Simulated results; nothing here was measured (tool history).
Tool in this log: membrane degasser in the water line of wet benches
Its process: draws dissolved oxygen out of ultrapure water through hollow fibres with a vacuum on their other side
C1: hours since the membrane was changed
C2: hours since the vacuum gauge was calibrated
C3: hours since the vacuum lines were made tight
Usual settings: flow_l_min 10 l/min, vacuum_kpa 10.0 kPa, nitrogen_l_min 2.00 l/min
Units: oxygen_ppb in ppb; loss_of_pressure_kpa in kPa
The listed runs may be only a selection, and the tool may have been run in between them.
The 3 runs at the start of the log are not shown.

{"run": 4, "hour": 694.7, "flow_l_min": 10, "vacuum_kpa": 10.0, "nitrogen_l_min": 1.81, "C1": 7798, "C2": 3261, "C3": 483, "oxygen_ppb": 94.1, "loss_of_pressure_kpa": 45.06}
{"run": 5, "hour": 939.2, "flow_l_min": 10, "vacuum_kpa": 10.0, "nitrogen_l_min": 1.81, "C1": 8042, "C2": 3505, "C3": 727, "oxygen_ppb": 93.7, "loss_of_pressure_kpa": 45.08}
{"run": 6, "hour": 1116.6, "flow_l_min": 10, "vacuum_kpa": 22.2, "nitrogen_l_min": 1.81, "C1": 8220, "C2": 3682, "C3": 905, "oxygen_ppb": 249.0, "loss_of_pressure_kpa": 45.23}
{"run": 7, "hour": 1279.9, "flow_l_min": 10, "vacuum_kpa": 22.2, "nitrogen_l_min": 1.81, "C1": 8383, "C2": 3846, "C3": 1068, "oxygen_ppb": 246.2, "loss_of_pressure_kpa": 45.69}
{"run": 8, "hour": 1462.5, "flow_l_min": 10, "vacuum_kpa": 22.2, "nitrogen_l_min": 1.81, "C1": 8566, "C2": 4028, "C3": 1251, "oxygen_ppb": 251.4, "loss_of_pressure_kpa": 44.93}
{"run": 9, "hour": 1663.5, "flow_l_min": 10, "vacuum_kpa": 10.0, "nitrogen_l_min": 2.0, "C1": 8766, "C2": 4229, "C3": 1452, "oxygen_ppb": 86.5, "loss_of_pressure_kpa": 44.76}
{"run": 10, "hour": 1958.8, "flow_l_min": 10, "vacuum_kpa": 10.0, "nitrogen_l_min": 2.0, "C1": 9062, "C2": 4525, "C3": 1747, "oxygen_ppb": 85.6, "loss_of_pressure_kpa": 45.31}
{"run": 11, "hour": 2265.2, "flow_l_min": 10, "vacuum_kpa": 10.0, "nitrogen_l_min": 2.0, "C1": 9368, "C2": 4831, "C3": 2053, "oxygen_ppb": 87.0, "loss_of_pressure_kpa": 45.72}
{"run": 12, "hour": 2422.1, "flow_l_min": 10, "vacuum_kpa": 10.0, "nitrogen_l_min": 2.0, "C1": 9525, "C2": 4988, "C3": 2210, "oxygen_ppb": 86.2, "loss_of_pressure_kpa": 45.37}
{"run": 13, "hour": 2669.4, "flow_l_min": 10, "vacuum_kpa": 10.0, "nitrogen_l_min": 4.09, "C1": 9772, "C2": 5235, "C3": 2458, "oxygen_ppb": 43.1, "loss_of_pressure_kpa": 45.31}
{"run": 14, "hour": 2975.8, "flow_l_min": 10, "vacuum_kpa": 10.0, "nitrogen_l_min": 4.09, "C1": 10079, "C2": 5542, "C3": 2764, "oxygen_ppb": 45.5, "loss_of_pressure_kpa": 45.31}
{"run": 15, "hour": 3184.9, "flow_l_min": 10, "vacuum_kpa": 10.0, "nitrogen_l_min": 2.0, "C1": 10288, "C2": 5751, "C3": 2973, "oxygen_ppb": 84.3, "loss_of_pressure_kpa": 45.23}
{"run": 16, "hour": 3466.0, "flow_l_min": 10, "vacuum_kpa": 10.0, "nitrogen_l_min": 2.0, "C1": 10569, "C2": 6032, "C3": 3254, "oxygen_ppb": 85.5, "loss_of_pressure_kpa": 45.28}
{"run": 17, "hour": 3723.8, "flow_l_min": 10, "vacuum_kpa": 9.4, "nitrogen_l_min": 5.97, "C1": 10827, "C2": 6290, "C3": 3512, "oxygen_ppb": 29.6, "loss_of_pressure_kpa": 45.49}
{"run": 18, "hour": 4062.0, "flow_l_min": 10, "vacuum_kpa": 6.8, "nitrogen_l_min": 4.29, "C1": 11165, "C2": 6628, "C3": 3850, "oxygen_ppb": 24.1, "loss_of_pressure_kpa": 45.58}
{"run": 19, "hour": 4353.4, "flow_l_min": 8, "vacuum_kpa": 19.7, "nitrogen_l_min": 1.22, "C1": 11456, "C2": 6919, "C3": 4142, "oxygen_ppb": 257.5, "loss_of_pressure_kpa": 36.47}
{"run": 20, "hour": 4630.1, "flow_l_min": 8, "vacuum_kpa": 19.7, "nitrogen_l_min": 0.93, "C1": 11733, "C2": 7196, "C3": 4418, "oxygen_ppb": 332.8, "loss_of_pressure_kpa": 36.19}
{"hour": 4685.7, "done": "membrane cartridge changed"}
{"run": 21, "hour": 4895.2, "flow_l_min": 14, "vacuum_kpa": 12.6, "nitrogen_l_min": 2.0, "C1": 209, "C2": 7457, "C3": 4679, "oxygen_ppb": 171.1, "loss_of_pressure_kpa": 63.03}
{"run": 22, "hour": 5159.9, "flow_l_min": 14, "vacuum_kpa": 12.6, "nitrogen_l_min": 2.0, "C1": 474, "C2": 7722, "C3": 4944, "oxygen_ppb": 170.6, "loss_of_pressure_kpa": 63.0}

Expected results for the next run?
{"run": 23, "hour": 5360.9, "flow_l_min": 9, "vacuum_kpa": 14.2, "nitrogen_l_min": 2.38, "C1": 675, "C2": 7923, "C3": 5145, "oxygen_ppb": "?", "loss_of_pressure_kpa": "?"}

{"run 23": {"oxygen_ppb": 102.9, "loss_of_pressure_kpa": 40.34}}
With the hidden condition absent and the run-to-run variation left alone, this run would have shown oxygen_ppb 102.6 ppb, loss_of_pressure_kpa 40.34 kPa.
